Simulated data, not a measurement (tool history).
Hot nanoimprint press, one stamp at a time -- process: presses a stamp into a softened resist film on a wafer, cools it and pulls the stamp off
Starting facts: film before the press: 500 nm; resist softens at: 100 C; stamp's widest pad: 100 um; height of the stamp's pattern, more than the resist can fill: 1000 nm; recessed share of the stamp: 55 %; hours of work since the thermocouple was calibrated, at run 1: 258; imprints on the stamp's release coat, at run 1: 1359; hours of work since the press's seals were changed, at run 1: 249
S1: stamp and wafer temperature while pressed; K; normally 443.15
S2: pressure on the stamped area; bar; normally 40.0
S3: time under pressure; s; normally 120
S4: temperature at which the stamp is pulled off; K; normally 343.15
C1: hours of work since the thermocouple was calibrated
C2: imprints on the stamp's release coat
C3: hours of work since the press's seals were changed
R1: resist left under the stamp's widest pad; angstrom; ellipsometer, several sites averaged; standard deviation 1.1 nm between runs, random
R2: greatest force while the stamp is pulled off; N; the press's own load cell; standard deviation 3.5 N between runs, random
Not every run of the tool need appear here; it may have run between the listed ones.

run 1 day=0.000 | S1=443.15 S2=40.0 S3=120 S4=343.15 | C1=258 C2=1359 C3=249 | R1=2223 R2=272
run 2 day=0.554 | S1=443.15 S2=40.0 S3=120 S4=343.15 | C1=264 C2=1381 C3=254 | R1=2242 R2=284
run 3 day=1.183 | S1=443.15 S2=40.0 S3=120 S4=343.15 | C1=270 C2=1406 C3=260 | R1=2265 R2=277
run 4 day=1.483 | S1=443.15 S2=29.7 S3=120 S4=343.15 | C1=273 C2=1418 C3=263 | R1=2615 R2=275
run 5 day=2.212 | S1=443.15 S2=29.7 S3=120 S4=343.15 | C1=280 C2=1447 C3=270 | R1=2591 R2=285
run 6 day=2.700 | S1=443.15 S2=29.7 S3=120 S4=343.15 | C1=285 C2=1466 C3=275 | R1=2572 R2=278
run 7 day=3.296 | S1=443.15 S2=29.7 S3=120 S4=343.15 | C1=290 C2=1490 C3=281 | R1=2588 R2=281
run 8 day=3.625 | S1=443.15 S2=29.7 S3=120 S4=343.15 | C1=294 C2=1503 C3=284 | R1=2570 R2=286
run 9 day=4.312 | S1=443.15 S2=40.0 S3=120 S4=345.15 | C1=300 C2=1530 C3=291 | R1=2263 R2=278
run 10 day=5.042 | S1=443.15 S2=40.0 S3=120 S4=345.15 | C1=307 C2=1559 C3=298 | R1=2238 R2=296
-- day=5.596 stamp cleaned and given a new release coat
run 11 day=5.950 | S1=443.15 S2=40.0 S3=120 S4=345.15 | C1=314 C2=14 C3=304 | R1=2250 R2=166
run 12 day=6.271 | S1=443.15 S2=40.0 S3=120 S4=345.15 | C1=317 C2=26 C3=307 | R1=2231 R2=165
-- day=6.433 plate thermocouple calibrated
run 13 day=6.708 | S1=443.15 S2=56.7 S3=120 S4=343.15 | C1=3 C2=39 C3=310 | R1=1854 R2=169
run 14 day=7.083 | S1=443.15 S2=40.0 S3=120 S4=343.15 | C1=6 C2=54 C3=314 | R1=2206 R2=171
run 15 day=7.408 | S1=443.15 S2=40.0 S3=120 S4=343.15 | C1=10 C2=67 C3=317 | R1=2221 R2=171
-- day=7.571 plate thermocouple calibrated, once more
run 16 day=8.058 | S1=443.15 S2=40.0 S3=120 S4=343.15 | C1=5 C2=87 C3=322 | R1=2262 R2=170
run 17 day=8.562 | S1=452.15 S2=43.9 S3=161 S4=343.15 | C1=10 C2=107 C3=327 | R1=1357 R2=174
run 18 day=9.071 | S1=443.15 S2=40.0 S3=230 S4=351.15 | C1=15 C2=127 C3=332 | R1=1799 R2=167
run 19 day=9.467 | S1=432.15 S2=48.0 S3=134 S4=348.15 | C1=18 C2=143 C3=336 | R1=3136 R2=170
run 20 day=9.842 | S1=432.15 S2=48.0 S3=134 S4=348.15 | C1=22 C2=158 C3=340 | R1=3193 R2=170
run 21 day=10.217 | S1=443.15 S2=40.0 S3=120 S4=349.15 | C1=26 C2=173 C3=343 | R1=2308 R2=178
run 22 day=10.808 | S1=447.15 S2=40.0 S3=154 S4=343.15 | C1=32 C2=196 C3=349 | R1=1761 R2=176
run 23 day=11.450 | S1=431.15 S2=40.0 S3=120 S4=339.15 | C1=38 C2=221 C3=356 | R1=3577 R2=185
run 24 day=11.792 | S1=443.15 S2=40.0 S3=65 S4=347.15 | C1=41 C2=235 C3=359 | R1=2798 R2=182
run 25 day=12.404 | S1=443.15 S2=51.9 S3=120 S4=343.15 | C1=47 C2=259 C3=365 | R1=2007 R2=192
run 26 day=13.025 | S1=443.15 S2=40.0 S3=91 S4=331.15 | C1=53 C2=284 C3=371 | R1=2513 R2=196
run 27 day=13.342 | S1=443.15 S2=40.0 S3=91 S4=331.15 | C1=56 C2=296 C3=374 | R1=2524 R2=198
run 28 day=13.646 | S1=443.15 S2=40.0 S3=91 S4=331.15 | C1=59 C2=308 C3=377 | R1=2529 R2=201
run 29 day=14.296 | S1=452.15 S2=40.0 S3=144 S4=331.15 | C1=66 C2=334 C3=383 | R1=1485 R2=203
run 30 day=14.979 | S1=443.15 S2=40.0 S3=152 S4=343.15 | C1=72 C2=361 C3=390 | R1=2097 R2=193

Hidden condition of the tool, last listed run before each entry between runs versus first listed run after:
In the gap between runs 10 and 11: stamp cleaned and given a new release coat (day 5.596)
  true temperature over the reading, C: 0.56 -> 0.57; pressure that arrives at the usual setting, %: 97.25 -> 97.21; grip of the stamp's worn release coat, % over a new coat's: 75.2 -> 0.6
  what was measured, less what the result would be without the hidden state, R1: -18 -> -19 angstrom; R2: +126 -> +0 N
In the gap between runs 12 and 13: plate thermocouple calibrated (day 6.433)
  true temperature over the reading, C: 0.57 -> 0.9; pressure that arrives at the usual setting, %: 97.19 -> 97.17; grip of the stamp's worn release coat, % over a new coat's: 1.1 -> 1.6
  what was measured, less what the result would be without the hidden state, R1: -19 -> -30 angstrom; R2: +2 -> +2 N
In the gap between runs 15 and 16: plate thermocouple calibrated, once more (day 7.571)
  true temperature over the reading, C: 0.92 -> 0.09; pressure that arrives at the usual setting, %: 97.12 -> 97.09; grip of the stamp's worn release coat, % over a new coat's: 2.8 -> 3.7
  what was measured, less what the result would be without the hidden state, R1: -48 -> +25 angstrom; R2: +3 -> +6 N
